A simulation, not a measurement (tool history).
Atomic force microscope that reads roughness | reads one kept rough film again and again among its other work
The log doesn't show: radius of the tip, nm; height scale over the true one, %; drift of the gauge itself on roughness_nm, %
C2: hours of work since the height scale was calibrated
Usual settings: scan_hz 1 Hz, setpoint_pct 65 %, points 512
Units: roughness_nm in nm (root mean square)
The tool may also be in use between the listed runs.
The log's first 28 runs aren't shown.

Run 29, hour 329.6: usual settings but scan_hz 2.33 Hz, setpoint_pct 87 %, points 313; pictures with this tip 42; C2 335. Result: roughness_nm 0.868 nm (root mean square).
Run 30, hour 342.2: usual settings but setpoint_pct 88 %; pictures with this tip 54; C2 342. Result: roughness_nm 1.006 nm (root mean square).
Run 31, hour 355.8: usual settings but scan_hz 2.43 Hz, setpoint_pct 76 %, points 691; pictures with this tip 67; C2 350. Result: roughness_nm 0.974 nm (root mean square).
Run 32, hour 373.4: usual settings but scan_hz 2.43 Hz, setpoint_pct 76 %, points 691; pictures with this tip 83; C2 359. Result: roughness_nm 0.962 nm (root mean square).
Run 33, hour 386.3: usual settings but scan_hz 2.43 Hz, setpoint_pct 76 %, points 691; pictures with this tip 95; C2 367. Result: roughness_nm 0.965 nm (root mean square).
Run 34, hour 400.2: usual settings but scan_hz 2.43 Hz, setpoint_pct 76 %, points 691; pictures with this tip 108; C2 374. Result: roughness_nm 0.961 nm (root mean square).
Run 35, hour 413.7: usual settings but scan_hz 2.43 Hz, setpoint_pct 76 %, points 691; pictures with this tip 120; C2 382. Result: roughness_nm 0.953 nm (root mean square).
Run 36, hour 426.9: usual settings but scan_hz 1.15 Hz, setpoint_pct 73 %, points 947; pictures with this tip 132; C2 389. Result: roughness_nm 1.057 nm (root mean square).
Run 37, hour 434.7: usual settings but points 467; pictures with this tip 140; C2 393. Result: roughness_nm 1.088 nm (root mean square).
Run 38, hour 445.8: usual settings but points 467; pictures with this tip 150; C2 399. Result: roughness_nm 1.087 nm (root mean square).
Run 39, hour 454.5: usual settings but scan_hz 1.27 Hz, points 467; pictures with this tip 158; C2 404. Result: roughness_nm 1.089 nm (root mean square).
Run 40, hour 469.7: usual settings but setpoint_pct 63 %, points 505; pictures with this tip 172; C2 412. Result: roughness_nm 1.092 nm (root mean square).
Run 41, hour 481.8: usual settings but scan_hz 3.09 Hz, setpoint_pct 57 %; pictures with this tip 183; C2 419. Result: roughness_nm 1.051 nm (root mean square).
Run 42, hour 497.8: usual settings but scan_hz 1.05 Hz, setpoint_pct 86 %, points 375; pictures with this tip 198; C2 428. Result: roughness_nm 0.994 nm (root mean square).
Run 43, hour 514.5: usual settings but scan_hz 1.05 Hz, setpoint_pct 86 %, points 375; pictures with this tip 213; C2 437. Result: roughness_nm 0.982 nm (root mean square).
Run 44, hour 530.2: usual settings but scan_hz 1.05 Hz, setpoint_pct 86 %, points 375; pictures with this tip 228; C2 445. Result: roughness_nm 0.986 nm (root mean square).

4 ways to go on from here, each from the tool as it stands after run 44. What would each give?
Run A, hour 539.5: usual settings but scan_hz 3.49 Hz, setpoint_pct 73 %, points 531; pictures with this tip 236; C2 451. Result: roughness_nm ?.
Run B, hour 539.5: usual settings but points 577; pictures with this tip 236; C2 451. Result: roughness_nm ?.
Run C, hour 539.5: usual settings but scan_hz 2.89 Hz; pictures with this tip 236; C2 451. Result: roughness_nm ?.
Run D, hour 539.5: usual settings but scan_hz 1.35 Hz, setpoint_pct 62 %, points 307; pictures with this tip 236; C2 451. Result: roughness_nm ?.

run  roughness_nm
  A         0.896
  B         1.072
  C          0.98
  D         1.052
Without the tool's hidden state the same runs would have given:
run  roughness_nm
  A         0.948
  B         1.135
  C         1.037
  D         1.114
